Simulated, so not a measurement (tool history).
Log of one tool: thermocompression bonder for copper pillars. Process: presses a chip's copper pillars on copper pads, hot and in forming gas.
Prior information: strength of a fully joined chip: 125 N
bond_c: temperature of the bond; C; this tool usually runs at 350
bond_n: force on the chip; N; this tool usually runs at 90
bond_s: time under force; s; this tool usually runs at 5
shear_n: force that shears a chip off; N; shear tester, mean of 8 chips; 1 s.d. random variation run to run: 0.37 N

| run | hour | bond_c | bond_n | bond_s | shear_n |
|---|---|---|---|---|---|
| 1 | 0 | 350 | 90 | 5 | 81.6 |
| 2 | 38.5 | 350 | 90 | 5 | 82.4 |
| 3 | 74.7 | 350 | 122 | 5 | 99.1 |
| 4 | 92.6 | 350 | 122 | 5 | 99 |
| 5 | 112.3 | 350 | 122 | 5 | 98 |
| 6 | 147.2 | 372 | 90 | 5 | 95 |
|  | 152 | heater calibrated with a thermocouple chip |
| 7 | 171.1 | 337 | 105 | 6 | 86.1 |
| 8 | 204.4 | 343 | 110 | 7 | 96.2 |
| 9 | 224.5 | 343 | 110 | 7 | 94.5 |
| 10 | 254.7 | 330 | 127 | 3 | 78.4 |
| 11 | 277.9 | 322 | 90 | 5 | 62.6 |

Predict the results of run 12:
| 12 | 302.1 | 347 | 70 | 9 | ? |

{"run 12": {"shear_n": 77.4}}
On a tool with no hidden condition, and with the same random variation, this run would have come out at shear_n 79.2 N.

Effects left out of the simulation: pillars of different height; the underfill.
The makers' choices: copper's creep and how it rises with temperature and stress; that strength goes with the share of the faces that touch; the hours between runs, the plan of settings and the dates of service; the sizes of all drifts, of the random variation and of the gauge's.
